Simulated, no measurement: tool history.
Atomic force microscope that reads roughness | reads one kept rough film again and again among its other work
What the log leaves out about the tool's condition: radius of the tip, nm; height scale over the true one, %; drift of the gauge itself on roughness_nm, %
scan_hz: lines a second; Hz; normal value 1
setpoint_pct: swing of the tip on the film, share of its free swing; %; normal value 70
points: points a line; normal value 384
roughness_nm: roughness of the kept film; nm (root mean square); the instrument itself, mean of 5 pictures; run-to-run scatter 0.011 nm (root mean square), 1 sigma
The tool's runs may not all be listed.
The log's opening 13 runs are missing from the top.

run,hour,scan_hz,setpoint_pct,points,pictures with this tip,hours of work since the height scale was calibrated,roughness_nm
14,117.1,1,70,878,220,136,1.857
15,124.9,1,70,878,232,140,1.818
16,132.8,1,70,878,244,145,1.807
17,139.4,2.18,70,384,254,148,1.655
18,147.2,1,70,384,266,153,1.727
19,158.3,1,70,384,283,159,1.696
# hour 160.7: new tip fitted
20,165.3,3.06,70,487,7,162,2.264
21,170.4,1,75,537,14,165,2.461
22,180.6,1,75,537,30,171,2.391
23,186.3,0.87,58,574,39,174,2.449
24,196.7,0.55,83,474,55,180,2.295
25,207.3,0.73,74,384,71,186,2.249
26,214.7,0.73,74,384,82,190,2.21
27,225.4,0.73,74,384,99,196,2.163
28,233.5,0.73,57,294,111,200,2.151
29,238.7,0.73,57,294,119,203,2.14
30,247.5,3.87,78,529,132,208,1.651
31,256.1,2.53,70,595,146,213,1.885
32,267.5,2.92,86,339,163,219,1.513
33,279.2,3.49,82,384,181,225,1.484
34,289.6,1.39,63,384,197,231,1.865
35,295,1,80,384,205,234,1.773
36,303.3,0.54,75,879,218,239,1.878
37,313.3,1,70,276,233,244,1.747
38,322.3,2.83,58,861,247,249,1.733

Here are 3 independent what-if runs from the current tool condition. What would each one return?
A,332,0.92,73,1013,261,255,?
B,332,2.83,74,714,261,255,?
C,332,1,70,354,261,255,?

run,roughness_nm
A,1.751
B,1.539
C,1.712
Had the tool no hidden state, the same runs would have come out as:
run,roughness_nm
A,2.58
B,2.267
C,2.525
